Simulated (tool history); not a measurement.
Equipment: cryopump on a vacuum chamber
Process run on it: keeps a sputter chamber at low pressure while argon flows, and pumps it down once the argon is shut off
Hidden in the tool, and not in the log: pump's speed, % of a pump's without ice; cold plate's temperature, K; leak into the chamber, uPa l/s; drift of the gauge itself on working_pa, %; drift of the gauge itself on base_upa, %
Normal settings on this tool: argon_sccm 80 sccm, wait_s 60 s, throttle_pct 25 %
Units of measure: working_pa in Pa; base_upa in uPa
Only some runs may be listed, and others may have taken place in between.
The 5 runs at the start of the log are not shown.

run	hour	argon_sccm	wait_s	throttle_pct	hours of work since the pump was warmed up and emptied	hours of work since the cold head was overhauled	hours of work since the chamber's fittings were tightened	working_pa	base_upa
6	200.5	80	60	25	187	1498	951	0.2379	1.02
7	246.6	142	60	25	226	1537	991	0.4193	1.03
8	280.1	48	60	25	255	1566	1019	0.1436	1.02
9	311.9	48	60	25	282	1593	1046	0.1436	1.11
10	363.4	80	60	25	326	1637	1090	0.2388	1.10
11	429.1	80	60	25	382	1693	1146	0.2404	1.12
12	470.0	80	46	25	417	1728	1181	0.2423	1.30
13	533.7	80	46	25	471	1782	1236	0.2425	1.37
14	574.2	103	46	25	506	1817	1270	0.3152	1.32
15	602.6	80	200	25	530	1841	1295	0.2457	0.78
16	658.1	80	200	25	577	1888	1342	0.2473	0.82
17	723.3	80	200	25	633	1944	1398	0.2481	0.88
# hour 733.7: pump warmed up, emptied and cooled again
18	792.8	96	45	49	50	1999	1453	0.1445	1.32
19	845.0	96	45	49	95	2044	1497	0.1456	1.34
20	889.9	97	45	49	133	2082	1536	0.1476	1.35
21	936.8	106	60	56	173	2122	1576	0.1436	1.21
22	984.3	99	55	32	214	2162	1616	0.2285	1.28
23	1041.2	99	39	32	262	2211	1665	0.2325	1.56
24	1095.9	92	21	25	309	2258	1711	0.2736	2.34

The next listed run, before its measurement:
25	1154.4	89	159	25	359	2308	1761	?	?

Run 25 came out at working_pa 0.2661 Pa, base_upa 0.96 uPa.
If the tool had no hidden condition, the same run with the same run-to-run variation would have returned working_pa 0.2561 Pa, base_upa 0.37 uPa.

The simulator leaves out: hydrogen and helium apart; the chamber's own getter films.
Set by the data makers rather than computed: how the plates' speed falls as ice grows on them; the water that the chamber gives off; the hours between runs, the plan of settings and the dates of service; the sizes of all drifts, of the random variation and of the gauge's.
